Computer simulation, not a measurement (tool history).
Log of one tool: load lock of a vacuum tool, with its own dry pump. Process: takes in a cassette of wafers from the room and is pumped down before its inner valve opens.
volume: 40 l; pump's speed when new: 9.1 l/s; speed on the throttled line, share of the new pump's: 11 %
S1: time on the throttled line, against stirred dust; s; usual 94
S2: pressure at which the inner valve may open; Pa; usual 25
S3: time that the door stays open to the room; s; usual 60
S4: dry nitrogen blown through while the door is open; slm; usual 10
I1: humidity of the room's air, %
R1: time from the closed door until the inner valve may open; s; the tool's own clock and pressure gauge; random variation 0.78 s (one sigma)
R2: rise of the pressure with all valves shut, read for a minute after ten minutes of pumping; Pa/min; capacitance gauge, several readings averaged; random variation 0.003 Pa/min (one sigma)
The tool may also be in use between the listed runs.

run 1 hour=0 | S1=94 S2=25 S3=60 S4=10 | I1=41.8 | R1=127.7 R2=0.114
run 2 hour=121.7 | S1=94 S2=26 S3=60 S4=10 | I1=45.6 | R1=129 R2=0.113
run 3 hour=255.1 | S1=94 S2=26 S3=60 S4=10 | I1=47.5 | R1=128 R2=0.119
run 4 hour=328.9 | S1=94 S2=26 S3=60 S4=10 | I1=45.2 | R1=127.3 R2=0.121
run 5 hour=502.3 | S1=94 S2=26 S3=60 S4=10 | I1=45.4 | R1=128.2 R2=0.128
run 6 hour=641 | S1=57 S2=25 S3=60 S4=10 | I1=46.4 | R1=99 R2=0.13
run 7 hour=756.1 | S1=134 S2=25 S3=60 S4=10 | I1=44.4 | R1=163.2 R2=0.122
run 8 hour=882.3 | S1=134 S2=25 S3=60 S4=10 | I1=45.1 | R1=164.4 R2=0.132
run 9 hour=1002.4 | S1=94 S2=25 S3=60 S4=14 | I1=47.1 | R1=131.2 R2=0.128
-- hour=1132.9 dry pump taken out, an overhauled one fitted
run 10 hour=1174.2 | S1=94 S2=25 S3=49 S4=10 | I1=43.1 | R1=121.3 R2=0.122
run 11 hour=1331.4 | S1=94 S2=25 S3=60 S4=10 | I1=41.3 | R1=120 R2=0.134
run 12 hour=1415.3 | S1=94 S2=25 S3=60 S4=10 | I1=45.3 | R1=119.7 R2=0.144
run 13 hour=1545.1 | S1=94 S2=25 S3=60 S4=10 | I1=44.6 | R1=120.8 R2=0.142
run 14 hour=1629 | S1=94 S2=25 S3=60 S4=8 | I1=42.2 | R1=119.8 R2=0.144
run 15 hour=1791.4 | S1=94 S2=25 S3=60 S4=8 | I1=49.1 | R1=120.5 R2=0.152
run 16 hour=1963.9 | S1=94 S2=25 S3=60 S4=8 | I1=47 | R1=120.9 R2=0.156
run 17 hour=2093.6 | S1=94 S2=25 S3=60 S4=8 | I1=46.3 | R1=119.9 R2=0.149
run 18 hour=2251.6 | S1=94 S2=25 S3=60 S4=8 | I1=45.3 | R1=120 R2=0.156
run 19 hour=2422.6 | S1=82 S2=22 S3=60 S4=10 | I1=46.2 | R1=110.9 R2=0.158
run 20 hour=2502.7 | S1=94 S2=47 S3=69 S4=10 | I1=47.3 | R1=119 R2=0.162
run 21 hour=2636.9 | S1=94 S2=47 S3=69 S4=10 | I1=45.7 | R1=118 R2=0.162
run 22 hour=2751.6 | S1=94 S2=47 S3=69 S4=10 | I1=41.9 | R1=118.2 R2=0.158
run 23 hour=2832.2 | S1=94 S2=47 S3=69 S4=10 | I1=43 | R1=118 R2=0.169
run 24 hour=2966.8 | S1=94 S2=25 S3=60 S4=11 | I1=48.8 | R1=122.7 R2=0.168
run 25 hour=3045.2 | S1=94 S2=25 S3=94 S4=34 | I1=42.7 | R1=120.9 R2=0.162
run 26 hour=3145.3 | S1=94 S2=33 S3=69 S4=10 | I1=41.8 | R1=118.5 R2=0.171
run 27 hour=3228.6 | S1=94 S2=25 S3=155 S4=4 | I1=48.6 | R1=121.9 R2=0.227
run 28 hour=3303 | S1=94 S2=25 S3=155 S4=4 | I1=47.9 | R1=121.2 R2=0.223
run 29 hour=3418.6 | S1=94 S2=25 S3=49 S4=10 | I1=43.6 | R1=120.6 R2=0.171
run 30 hour=3537.4 | S1=99 S2=47 S3=49 S4=4 | I1=45.8 | R1=122.1 R2=0.178
run 31 hour=3637.1 | S1=99 S2=47 S3=49 S4=4 | I1=45.9 | R1=124.1 R2=0.184
run 32 hour=3725.3 | S1=94 S2=22 S3=87 S4=10 | I1=42.6 | R1=122.5 R2=0.189
run 33 hour=3827.1 | S1=94 S2=22 S3=87 S4=10 | I1=46.5 | R1=121.8 R2=0.197
run 34 hour=3986.4 | S1=94 S2=47 S3=87 S4=10 | I1=44.2 | R1=119.1 R2=0.201
run 35 hour=4087.3 | S1=133 S2=25 S3=60 S4=19 | I1=44.5 | R1=156.1 R2=0.184
run 36 hour=4178.4 | S1=133 S2=25 S3=60 S4=19 | I1=45.8 | R1=157.1 R2=0.19

Forecast each of these 3 alternatives for the next run:
run A hour=4330.6 | S1=133 S2=42 S3=51 S4=30 | I1=43.9 | R1=? R2=?
run B hour=4330.6 | S1=76 S2=18 S3=60 S4=5 | I1=46.4 | R1=? R2=?
run C hour=4330.6 | S1=133 S2=21 S3=95 S4=33 | I1=42.5 | R1=? R2=?

run=A R1=153.5 R2=0.189
run=B R1=107 R2=0.206
run=C R1=156.9 R2=0.19
Without the tool's hidden state the same runs would have given:
run=A R1=151.8 R2=0.028
run=B R1=104.4 R2=0.044
run=C R1=154.9 R2=0.03
